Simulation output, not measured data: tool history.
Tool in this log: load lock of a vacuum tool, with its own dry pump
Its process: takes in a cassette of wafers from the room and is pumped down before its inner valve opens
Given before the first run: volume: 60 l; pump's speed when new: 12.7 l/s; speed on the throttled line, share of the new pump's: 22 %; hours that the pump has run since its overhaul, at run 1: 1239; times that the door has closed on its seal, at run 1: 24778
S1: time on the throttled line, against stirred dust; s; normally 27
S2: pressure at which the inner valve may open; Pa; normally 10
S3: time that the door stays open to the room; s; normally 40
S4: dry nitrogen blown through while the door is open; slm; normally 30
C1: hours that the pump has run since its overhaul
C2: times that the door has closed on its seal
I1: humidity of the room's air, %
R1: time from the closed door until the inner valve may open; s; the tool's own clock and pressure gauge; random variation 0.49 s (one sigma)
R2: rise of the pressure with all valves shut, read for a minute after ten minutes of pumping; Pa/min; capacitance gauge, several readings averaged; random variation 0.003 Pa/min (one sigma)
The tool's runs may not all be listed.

run	hour	S1	S2	S3	S4	C1	C2	I1	R1	R2
1	0	27	10	40	30	1239	24778	47.3	65.7	0.15
2	155.4	27	10	40	30	1394	25457	45.6	64.4	0.156
3	229.8	27	10	40	30	1469	25782	45.7	65.1	0.157
4	333.6	27	10	40	30	1572	26235	42.5	65.2	0.163
5	408	27	10	40	30	1647	26560	46	65.9	0.164
6	514.4	27	10	40	30	1753	27025	43.6	65.2	0.164
7	632.1	27	10	131	30	1871	27540	42.2	65.1	0.189
8	704.6	27	10	131	30	1943	27856	43.2	64.8	0.189
9	854.9	27	10	40	5	2094	28513	46.8	65.5	0.198
10	931.8	27	10	40	5	2170	28849	45.4	66.5	0.203
11	1005.2	27	10	40	5	2244	29169	46.1	64.9	0.204
12	1071.2	27	10	40	5	2310	29457	47	65.3	0.204
13	1156.5	27	10	40	5	2395	29830	42	66.3	0.208
14	1282	27	10	40	5	2521	30378	42.1	64.6	0.209
15	1441	27	11	160	13	2680	31073	43.8	65.5	0.245
16	1596.6	47	10	40	31	2835	31752	40.9	81	0.207
17	1679.1	47	10	40	31	2918	32113	44.9	81	0.222
18	1784.8	30	15	26	10	3024	32574	45.3	66.3	0.231
19	1913.4	17	18	40	30	3152	33136	45.2	54.4	0.233
# hour 1932.1: door's seal changed, seat wiped
20	1996.3	27	10	26	30	3233	281	42.7	65.9	0.022
21	2066.9	40	19	73	5	3304	589	44.8	73.4	0.051
22	2172.6	24	7	134	11	3410	1051	44	65.2	0.06
23	2245.5	15	10	58	9	3483	1369	46.6	56.1	0.046
24	2324.3	27	8	179	15	3561	1713	44	67.1	0.059
25	2398.7	26	8	179	15	3636	2038	46.5	66.5	0.065
26	2481.8	27	13	40	30	3719	2401	45.8	65.4	0.025

For each run, the measured value with the value that run would have given without the tool's hidden condition subtracted. The run-to-run variation is shared by both, the gauge scatter possibly not:
Hidden conditions of the tool in this case: pump's speed, % of a new pump's; leak at the door's seal, Pa l/s; drift of the gauge itself on ready_s, %; drift of the gauge itself on rise_pa_min, %.
run	R1	R2
1	+0.1	+0.126
2	+0.1	+0.134
3	+0.2	+0.136
4	+0.1	+0.14
5	+0.2	+0.141
6	+0.2	+0.145
7	+0.3	+0.149
8	+0.3	+0.151
9	+0.3	+0.159
10	+0.4	+0.165
11	+0.4	+0.164
12	+0.4	+0.166
13	+0.4	+0.173
14	+0.5	+0.177
15	+0.6	+0.187
16	+0.5	+0.19
17	+0.5	+0.2
18	+0.6	+0.201
19	+0.6	+0.21
20	+0.7	+0.001
21	+0.7	+0.002
22	+0.9	+0.003
23	+0.8	+0.003
24	+0.9	+0.004
25	+1	+0.005
26	+0.8	+0.005

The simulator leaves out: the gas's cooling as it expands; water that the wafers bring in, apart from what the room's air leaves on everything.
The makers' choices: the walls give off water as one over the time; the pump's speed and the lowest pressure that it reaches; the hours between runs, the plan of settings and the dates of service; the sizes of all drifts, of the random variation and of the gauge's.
